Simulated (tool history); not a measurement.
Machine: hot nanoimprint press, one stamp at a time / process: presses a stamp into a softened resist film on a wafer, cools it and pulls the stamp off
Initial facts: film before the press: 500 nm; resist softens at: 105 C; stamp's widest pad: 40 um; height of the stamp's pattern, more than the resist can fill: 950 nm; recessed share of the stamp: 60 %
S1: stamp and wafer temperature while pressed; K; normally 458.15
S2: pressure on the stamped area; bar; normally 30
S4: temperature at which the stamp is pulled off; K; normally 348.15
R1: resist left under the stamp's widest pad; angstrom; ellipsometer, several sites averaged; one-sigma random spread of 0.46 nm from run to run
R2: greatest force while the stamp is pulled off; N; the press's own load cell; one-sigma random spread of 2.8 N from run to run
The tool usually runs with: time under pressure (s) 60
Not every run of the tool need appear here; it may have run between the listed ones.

Run 1, hour 0: usual settings. Result: R1 2977 angstrom, R2 135 N.
Run 2, hour 40.7: usual settings. Result: R1 2978 angstrom, R2 134 N.
Run 3, hour 111.8: usual settings. Result: R1 2967 angstrom, R2 137 N.
At hour 151.3: plate thermocouple calibrated.
Run 4, hour 161.2: usual settings. Result: R1 2941 angstrom, R2 138 N.
Run 5, hour 243.7: usual settings. Result: R1 2930 angstrom, R2 155 N.
Run 6, hour 277.7: usual settings but S1 462.15 K. Result: R1 2746 angstrom, R2 156 N.
At hour 324.4: plate thermocouple calibrated, once more.
Run 7, hour 326.3: usual settings but S1 462.15 K. Result: R1 2842 angstrom, R2 168 N.
At hour 362: stamp cleaned and given a new release coat.
Run 8, hour 371.3: usual settings but S1 461.15 K. Result: R1 2892 angstrom, R2 131 N.
Run 9, hour 442.4: usual settings but S1 461.15 K. Result: R1 2886 angstrom, R2 136 N.
Run 10, hour 489.7: usual settings. Result: R1 3053 angstrom, R2 144 N.
At hour 541.9: press's hydraulic seals changed and the load cell set to zero.
Run 11, hour 552.5: usual settings but S4 347.15 K. Result: R1 2966 angstrom, R2 157 N.
Run 12, hour 606.7: usual settings. Result: R1 2973 angstrom, R2 153 N.
Run 13, hour 677.2: usual settings. Result: R1 2964 angstrom, R2 160 N.
Run 14, hour 758: usual settings. Result: R1 2957 angstrom, R2 171 N.
At hour 784.1: stamp cleaned and given a new release coat.
Run 15, hour 830.4: usual settings. Result: R1 2961 angstrom, R2 131 N.
Run 16, hour 912.9: usual settings but time under pressure (s) 42. Result: R1 3248 angstrom, R2 141 N.
Run 17, hour 949.3: usual settings but time under pressure (s) 42. Result: R1 3251 angstrom, R2 144 N.
Run 18, hour 1015.7: usual settings but S1 457.15 K, time under pressure (s) 99, S4 352.15 K. Result: R1 2595 angstrom, R2 131 N.
Run 19, hour 1093.4: usual settings but S1 457.15 K, time under pressure (s) 55, S4 354.15 K. Result: R1 3075 angstrom, R2 130 N.
At hour 1155.2: plate thermocouple calibrated.
Run 20, hour 1168.8: usual settings but S1 462.15 K, time under pressure (s) 68, S4 354.15 K. Result: R1 2692 angstrom, R2 143 N.
At hour 1201.8: stamp cleaned and given a new release coat.
Run 21, hour 1252.3: usual settings but S1 450.15 K, S2 22.7 bar, time under pressure (s) 68, S4 354.15 K. Result: R1 3722 angstrom, R2 108 N.
Run 22, hour 1315.7: usual settings but S1 450.15 K, S2 22.7 bar, time under pressure (s) 68, S4 354.15 K. Result: R1 3715 angstrom, R2 116 N.
Run 23, hour 1369.4: usual settings but S1 461.15 K, S2 19.8 bar. Result: R1 3422 angstrom, R2 145 N.
Run 24, hour 1427: usual settings but S1 453.15 K, S2 23.4 bar, time under pressure (s) 61, S4 335.15 K. Result: R1 3591 angstrom, R2 219 N.
Run 25, hour 1487.8: usual settings but S1 468.15 K, S2 35.4 bar, time under pressure (s) 97, S4 341.15 K. Result: R1 1960 angstrom, R2 197 N.

Run 26 has not been measured yet. What should we expect?
Run 26, hour 1562.1: usual settings but S1 459.15 K, S2 35.4 bar, time under pressure (s) 51, S4 337.15 K. Result: R1 ?, R2 ?.

Run 26 measured R1 2845 angstrom, R2 226 N.
On a tool with no hidden condition, and with the same random variation, this run would have come out at R1 2832 angstrom, R2 176 N.
